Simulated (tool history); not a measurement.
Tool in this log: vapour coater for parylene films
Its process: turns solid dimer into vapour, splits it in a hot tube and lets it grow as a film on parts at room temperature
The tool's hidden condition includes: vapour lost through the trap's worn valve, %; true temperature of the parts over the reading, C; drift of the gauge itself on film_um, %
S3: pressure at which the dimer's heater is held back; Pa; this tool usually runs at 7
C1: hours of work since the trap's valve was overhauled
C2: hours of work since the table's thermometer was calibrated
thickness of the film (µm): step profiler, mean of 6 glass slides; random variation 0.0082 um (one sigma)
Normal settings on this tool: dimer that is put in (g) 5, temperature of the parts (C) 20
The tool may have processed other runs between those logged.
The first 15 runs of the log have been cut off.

At hour 902.4: trap's valve overhauled.
Run 16, hour 941.1: usual settings but S3 2.02 Pa; C1 33; C2 441. Result: thickness of the film (µm) 1.464.
Run 17, hour 988.7: usual settings; C1 74; C2 482. Result: thickness of the film (µm) 1.046.
Run 18, hour 1034.9: usual settings; C1 113; C2 521. Result: thickness of the film (µm) 1.053.
Run 19, hour 1099.2: usual settings; C1 168; C2 576. Result: thickness of the film (µm) 1.036.
Run 20, hour 1164.3: usual settings; C1 224; C2 632. Result: thickness of the film (µm) 1.012.
Run 21, hour 1222.3: usual settings but dimer that is put in (g) 2; C1 273; C2 681. Result: thickness of the film (µm) 0.405.
Run 22, hour 1283.2: usual settings but temperature of the parts (C) 14; C1 325; C2 733. Result: thickness of the film (µm) 1.08.
Run 23, hour 1332: usual settings but temperature of the parts (C) 14; C1 367; C2 775. Result: thickness of the film (µm) 1.085.
At hour 1342.9: trap's valve overhauled.
Run 24, hour 1404.9: usual settings but dimer that is put in (g) 4, temperature of the parts (C) 23, S3 7.45 Pa; C1 53; C2 834. Result: thickness of the film (µm) 0.798.
Run 25, hour 1446.9: usual settings but dimer that is put in (g) 2, temperature of the parts (C) 23, S3 7.45 Pa; C1 89; C2 869. Result: thickness of the film (µm) 0.408.
Run 26, hour 1501.7: usual settings but dimer that is put in (g) 7, temperature of the parts (C) 13, S3 3.69 Pa; C1 136; C2 916. Result: thickness of the film (µm) 1.919.
Run 27, hour 1551.9: usual settings but dimer that is put in (g) 3, temperature of the parts (C) 13, S3 4.31 Pa; C1 178; C2 959. Result: thickness of the film (µm) 0.789.
Run 28, hour 1606.4: usual settings but dimer that is put in (g) 3, temperature of the parts (C) 13, S3 2.5 Pa; C1 225; C2 1006. Result: thickness of the film (µm) 0.842.
Run 29, hour 1652.8: usual settings but S3 4.62 Pa; C1 265; C2 1045. Result: thickness of the film (µm) 1.117.
Run 30, hour 1706: usual settings but S3 4.62 Pa; C1 310; C2 1091. Result: thickness of the film (µm) 1.104.
Run 31, hour 1751.1: usual settings but dimer that is put in (g) 2, temperature of the parts (C) 14, S3 7.58 Pa; C1 348; C2 1129. Result: thickness of the film (µm) 0.421.

The next listed run, before its measurement:
At hour 1783: trap's valve overhauled.
Run 32, hour 1787.5: usual settings but dimer that is put in (g) 2, temperature of the parts (C) 32, S3 9.67 Pa; C1 4; C2 1157. Result: thickness of the film (µm) ?.

{"run 32": {"thickness of the film (µm)": 0.326}}
Without the tool's hidden state the same run would have given thickness of the film (µm) 0.325.
